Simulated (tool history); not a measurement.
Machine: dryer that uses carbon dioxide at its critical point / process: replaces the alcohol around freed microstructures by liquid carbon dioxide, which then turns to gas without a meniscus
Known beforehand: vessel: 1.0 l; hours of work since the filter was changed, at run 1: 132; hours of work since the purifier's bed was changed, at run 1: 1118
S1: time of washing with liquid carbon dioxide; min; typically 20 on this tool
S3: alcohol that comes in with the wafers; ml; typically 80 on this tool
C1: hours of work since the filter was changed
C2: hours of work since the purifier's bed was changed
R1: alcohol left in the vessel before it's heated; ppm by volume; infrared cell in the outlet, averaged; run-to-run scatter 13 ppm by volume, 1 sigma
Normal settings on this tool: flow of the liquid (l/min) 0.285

Run 1, hour 0: usual settings; C1 132; C2 1118. Result: R1 931 ppm by volume.
Run 2, hour 50.4: usual settings but S3 62 ml; C1 157; C2 1144. Result: R1 781 ppm by volume.
Run 3, hour 89.8: usual settings but S3 62 ml; C1 177; C2 1163. Result: R1 756 ppm by volume.
Run 4, hour 132.5: usual settings but S3 62 ml; C1 198; C2 1185. Result: R1 779 ppm by volume.
Run 5, hour 197.6: usual settings but flow of the liquid (l/min) 0.262; C1 231; C2 1218. Result: R1 1385 ppm by volume.
Run 6, hour 227.8: usual settings; C1 246; C2 1233. Result: R1 1016 ppm by volume.
Run 7, hour 291: usual settings; C1 278; C2 1265. Result: R1 1021 ppm by volume.

Estimate the outcome of run 8 from the log above:
Run 8, hour 333.8: usual settings but S1 12 min, S3 47 ml; C1 300; C2 1286. Result: R1 ?.

{"run 8": {"R1": 3325}}
With the hidden condition absent and the run-to-run variation left alone, this run would have shown R1 2897 ppm by volume.
